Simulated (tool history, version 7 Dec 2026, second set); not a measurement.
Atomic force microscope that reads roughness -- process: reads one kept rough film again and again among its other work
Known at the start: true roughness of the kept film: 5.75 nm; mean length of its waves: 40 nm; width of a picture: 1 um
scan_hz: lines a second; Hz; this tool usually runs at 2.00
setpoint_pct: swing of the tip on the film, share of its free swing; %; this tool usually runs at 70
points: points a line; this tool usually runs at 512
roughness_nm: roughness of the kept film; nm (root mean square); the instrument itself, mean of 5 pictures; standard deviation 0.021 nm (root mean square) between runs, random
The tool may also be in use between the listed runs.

run,day,scan_hz,setpoint_pct,points,roughness_nm
1,0.000,2.00,70,512,5.072
2,0.546,2.00,70,402,5.042
3,1.154,2.00,69,512,5.058
4,1.696,2.00,69,512,5.033
5,2.025,2.00,70,512,5.028
6,2.367,2.00,70,512,5.038
7,2.821,2.00,70,512,5.024
8,3.442,2.00,70,512,5.048
9,3.929,2.00,70,512,5.016
10,4.383,2.00,70,512,5.021
11,4.758,2.00,59,512,5.177
12,5.262,2.00,59,512,5.137
13,5.662,2.00,59,512,5.178
14,6.358,2.00,59,512,5.181
15,6.933,2.00,59,512,5.160
16,7.600,1.97,70,512,5.077
17,8.117,1.97,70,512,5.066
18,8.792,1.65,70,512,5.055
19,9.333,1.65,70,512,5.115
20,9.733,1.65,86,512,4.776
21,10.238,1.65,86,512,4.792
22,10.608,1.65,86,512,4.796
23,10.933,2.00,70,555,5.035
24,11.371,2.00,70,555,5.070
25,12.062,2.00,70,555,5.059
26,12.650,2.00,70,555,5.043
27,13.217,1.80,70,512,5.067
28,13.625,1.80,70,512,5.111
29,14.242,3.48,85,514,4.303
30,14.662,0.60,60,313,5.289
31,14.950,0.60,60,313,5.283
32,15.608,0.60,60,313,5.267
33,16.167,3.18,78,505,4.654
34,16.588,3.18,78,505,4.621
35,17.175,3.18,56,509,5.092
36,17.746,3.18,61,509,5.068
37,18.171,3.18,61,509,5.039
38,18.804,3.18,61,509,5.079
39,19.162,3.18,61,509,5.054
40,19.767,3.18,61,509,5.059
41,20.054,0.53,72,439,5.273
42,20.650,0.53,72,439,5.267
43,21.121,1.67,79,512,4.948
44,21.575,1.67,79,512,4.963
45,22.004,1.67,79,512,4.907
46,22.446,3.34,75,362,4.704
47,22.783,1.11,88,382,4.917
48,23.479,1.11,88,382,4.973
49,24.171,2.00,56,935,5.220
50,24.500,2.00,56,424,5.199
51,25.167,2.02,74,492,4.996
52,25.550,2.02,74,492,4.967
53,25.967,0.51,56,492,5.308
54,26.279,1.14,79,492,5.057
55,26.662,0.56,70,541,5.256

Taken out of this log: 2 entries between the listed runs. Where each belongs, and how the hidden state differs across it:
After run 19, before run 20: new tip fitted (day 9.638)
  radius of the tip, nm: 5.1 -> 5
After run 39, before run 40: new tip fitted (day 19.354)
  radius of the tip, nm: 5.2 -> 5

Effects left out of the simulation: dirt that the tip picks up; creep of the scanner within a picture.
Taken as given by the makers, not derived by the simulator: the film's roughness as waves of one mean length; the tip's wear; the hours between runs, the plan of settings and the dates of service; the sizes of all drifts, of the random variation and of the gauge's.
